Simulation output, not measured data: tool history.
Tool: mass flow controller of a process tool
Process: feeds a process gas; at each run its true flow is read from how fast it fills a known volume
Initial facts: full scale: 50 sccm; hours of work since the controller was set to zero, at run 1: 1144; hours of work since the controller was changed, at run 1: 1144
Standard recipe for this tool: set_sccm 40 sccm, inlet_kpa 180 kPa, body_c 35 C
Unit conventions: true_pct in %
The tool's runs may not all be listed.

| run | day | set_sccm | inlet_kpa | body_c | hours of work since the controller was set to zero | hours of work since the controller was changed | true_pct |
|---|---|---|---|---|---|---|---|
| 1 | 0.000 | 40 | 180 | 35 | 1144 | 1144 | 98.23 |
| 2 | 6.783 | 40 | 180 | 32 | 1230 | 1230 | 98.72 |
| 3 | 10.308 | 40 | 180 | 35 | 1275 | 1275 | 98.35 |
| 4 | 14.596 | 40 | 180 | 35 | 1329 | 1329 | 98.27 |
| 5 | 21.162 | 38 | 180 | 35 | 1412 | 1412 | 98.22 |
| 6 | 28.096 | 38 | 180 | 35 | 1500 | 1500 | 98.27 |
| 7 | 34.738 | 38 | 180 | 35 | 1584 | 1584 | 98.26 |
| 8 | 42.054 | 38 | 180 | 35 | 1676 | 1676 | 98.20 |
| 9 | 48.796 | 40 | 180 | 35 | 1762 | 1762 | 98.21 |
| 10 | 55.317 | 43 | 180 | 35 | 1844 | 1844 | 98.32 |
| 11 | 59.071 | 43 | 180 | 35 | 1892 | 1892 | 98.36 |
| 12 | 65.154 | 43 | 180 | 35 | 1969 | 1969 | 98.26 |
| 13 | 71.812 | 40 | 180 | 27 | 2053 | 2053 | 99.10 |
| 14 | 77.721 | 40 | 180 | 27 | 2128 | 2128 | 99.16 |
| 15 | 85.362 | 40 | 214 | 35 | 2224 | 2224 | 98.03 |
| 16 | 89.362 | 40 | 214 | 35 | 2275 | 2275 | 98.14 |
| 17 | 93.904 | 40 | 180 | 35 | 2332 | 2332 | 98.20 |
| 18 | 100.071 | 5 | 142 | 29 | 2410 | 2410 | 100.69 |
| 19 | 107.408 | 9 | 250 | 29 | 2503 | 2503 | 99.16 |
| 20 | 111.692 | 16 | 147 | 29 | 2557 | 2557 | 98.81 |
| 21 | 118.938 | 16 | 147 | 29 | 2649 | 2649 | 98.84 |
| 22 | 123.362 | 45 | 261 | 29 | 2705 | 2705 | 98.56 |
| 23 | 127.117 | 45 | 261 | 29 | 2753 | 2753 | 98.63 |
| 24 | 134.912 | 45 | 261 | 29 | 2851 | 2851 | 98.52 |
| 25 | 138.475 | 11 | 280 | 40 | 2896 | 2896 | 97.54 |
| 26 | 144.350 | 22 | 151 | 27 | 2971 | 2971 | 98.88 |
| 27 | 151.946 | 5 | 180 | 30 | 3067 | 3067 | 101.09 |
| 28 | 156.729 | 14 | 157 | 21 | 3127 | 3127 | 99.91 |
| 29 | 162.708 | 8 | 210 | 35 | 3203 | 3203 | 99.09 |
| 30 | 166.850 | 8 | 210 | 35 | 3255 | 3255 | 99.08 |
| 31 | 171.871 | 40 | 205 | 35 | 3319 | 3319 | 97.83 |
| 32 | 175.779 | 10 | 174 | 35 | 3368 | 3368 | 98.80 |
| 33 | 179.992 | 40 | 180 | 38 | 3421 | 3421 | 97.58 |

Below, some changes in true_pct between adjacent runs. For each, the amount present without the hidden state too (settings, incoming material, random variation) and the amount remaining for the hidden state with gauge scatter not shared by both compared results:
Hidden conditions of the tool in this case: flow at rest that the sensor doesn't see, % of full scale; true flow over the shown one, %; drift of the gauge itself on true_pct, %.
Run 17 -> 18: set_sccm 40 -> 5, inlet_kpa 180 -> 142, body_c 35 -> 29. true_pct +2.49 %: hidden state +2.90, all else -0.41.
Run 18 -> 19: set_sccm 5 -> 9, inlet_kpa 142 -> 250. true_pct -1.53 %: hidden state -1.46, all else -0.07.
Run 26 -> 27: set_sccm 22 -> 5, inlet_kpa 151 -> 180, body_c 27 -> 30. true_pct +2.21 %: hidden state +3.25, all else -1.04.
Run 27 -> 28: set_sccm 5 -> 14, inlet_kpa 180 -> 157, body_c 30 -> 21. true_pct -1.18 %: hidden state -2.70, all else +1.52.
